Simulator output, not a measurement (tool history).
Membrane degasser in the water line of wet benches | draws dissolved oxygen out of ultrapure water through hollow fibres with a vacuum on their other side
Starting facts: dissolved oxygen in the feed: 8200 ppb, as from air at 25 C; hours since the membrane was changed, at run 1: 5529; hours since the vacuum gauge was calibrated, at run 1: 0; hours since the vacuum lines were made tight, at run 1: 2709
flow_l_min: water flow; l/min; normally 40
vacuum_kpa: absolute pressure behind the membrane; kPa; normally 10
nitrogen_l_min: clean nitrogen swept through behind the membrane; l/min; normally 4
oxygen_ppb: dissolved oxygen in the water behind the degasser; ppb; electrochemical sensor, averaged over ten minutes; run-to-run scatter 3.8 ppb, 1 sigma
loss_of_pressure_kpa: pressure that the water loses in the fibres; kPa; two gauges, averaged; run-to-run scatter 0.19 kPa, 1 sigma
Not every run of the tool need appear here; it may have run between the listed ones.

| run | day | flow_l_min | vacuum_kpa | nitrogen_l_min | hours since the membrane was changed | hours since the vacuum gauge was calibrated | hours since the vacuum lines were made tight | oxygen_ppb | loss_of_pressure_kpa |
|---|---|---|---|---|---|---|---|---|---|
| 1 | 0 | 40 | 10 | 4 | 5529 | 0 | 2709 | 380.3 | 39.38 |
| 2 | 14.125 | 40 | 10 | 4 | 5868 | 339 | 3048 | 382.6 | 39.41 |
| 3 | 22.354 | 40 | 10 | 4 | 6065 | 536 | 3245 | 386 | 39.48 |
| 4 | 33.267 | 40 | 10 | 4.37 | 6327 | 798 | 3507 | 370.8 | 39.48 |
| 5 | 46.079 | 40 | 10 | 4 | 6635 | 1106 | 3815 | 380.4 | 39.58 |
| 6 | 52.771 | 40 | 10 | 4 | 6795 | 1267 | 3975 | 389.7 | 39.57 |
| 7 | 63.004 | 40 | 10 | 4 | 7041 | 1512 | 4221 | 375.8 | 39.34 |
| 8 | 69.6 | 25 | 10 | 4 | 7199 | 1670 | 4379 | 185.5 | 24.62 |
| 9 | 83.217 | 25 | 10 | 2.12 | 7526 | 1997 | 4706 | 267.8 | 24.93 |
| 10 | 94.267 | 25 | 10 | 2.12 | 7791 | 2262 | 4971 | 265.3 | 24.78 |
| 11 | 109.075 | 25 | 10 | 2.12 | 8146 | 2618 | 5326 | 263.3 | 25.05 |
| 12 | 118.938 | 40 | 16.6 | 4 | 8383 | 2854 | 5563 | 529.2 | 39.43 |
| 13 | 125.758 | 40 | 10 | 4 | 8547 | 3018 | 5727 | 388.1 | 39.4 |
| 14 | 132.946 | 40 | 10 | 4 | 8719 | 3191 | 5899 | 389.1 | 39.79 |
| 15 | 144.033 | 40 | 10 | 4 | 8985 | 3457 | 6166 | 384.8 | 39.58 |
| 16 | 152.379 | 41 | 10 | 4 | 9186 | 3657 | 6366 | 396 | 40.47 |
| 17 | 163.754 | 53 | 7.7 | 4 | 9459 | 3930 | 6639 | 508.6 | 52.42 |
|  | 169.729 | vacuum gauge calibrated |
| 18 | 173.546 | 29 | 10 | 9.67 | 9693 | 92 | 6873 | 166.6 | 28.75 |
| 19 | 188.392 | 40 | 17.7 | 4.15 | 10050 | 448 | 7230 | 532.1 | 39.6 |
|  | 198.008 | seals of the vacuum lines changed |
| 20 | 201.375 | 40 | 17.7 | 4.15 | 10359 | 757 | 81 | 537 | 39.52 |
| 21 | 216.279 | 40 | 17.7 | 4.15 | 10717 | 1115 | 439 | 542.9 | 39.12 |
| 22 | 227.746 | 29 | 13 | 8.42 | 10992 | 1390 | 714 | 199 | 28.8 |
| 23 | 237.408 | 49 | 13 | 6.78 | 11224 | 1622 | 946 | 502.3 | 48.17 |
| 24 | 244.108 | 48 | 10.6 | 1.79 | 11385 | 1783 | 1106 | 707.1 | 46.86 |
| 25 | 251.062 | 48 | 10.6 | 1.79 | 11552 | 1950 | 1273 | 698.1 | 47.4 |
| 26 | 262.725 | 40 | 10.6 | 2.57 | 11831 | 2230 | 1553 | 477.3 | 39.63 |
| 27 | 273.675 | 40 | 13.1 | 3.96 | 12094 | 2493 | 1816 | 462.4 | 39.55 |
|  | 279.746 | membrane cartridge changed |
| 28 | 288.025 | 40 | 13.1 | 3.96 | 199 | 2833 | 2156 | 451 | 39.4 |
| 29 | 298.858 | 28 | 24.2 | 3.96 | 459 | 3093 | 2416 | 445.9 | 27.41 |
| 30 | 309.683 | 28 | 24.2 | 3.96 | 719 | 3353 | 2676 | 444.4 | 27.88 |
| 31 | 322.871 | 30 | 24.2 | 3.96 | 1035 | 3669 | 2993 | 484.1 | 29.91 |

Each row is a separate what-if for the run after 31, all from the same tool condition, not one after another. Results?
| A | 335.729 | 56 | 24.6 | 4.21 | 1344 | 3978 | 3301 | ? | ? |
| B | 335.729 | 43 | 24.8 | 1.81 | 1344 | 3978 | 3301 | ? | ? |
| C | 335.729 | 30 | 24.2 | 7.03 | 1344 | 3978 | 3301 | ? | ? |

| run | oxygen_ppb | loss_of_pressure_kpa |
|---|---|---|
| A | 990.2 | 55.1 |
| B | 1197.4 | 42.53 |
| C | 336.8 | 29.19 |
The same runs, with their run-to-run variation unchanged, on a tool lacking any hidden condition would have given:
| run | oxygen_ppb | loss_of_pressure_kpa |
|---|---|---|
| A | 990 | 55.09 |
| B | 1197.3 | 42.52 |
| C | 336.8 | 29.19 |
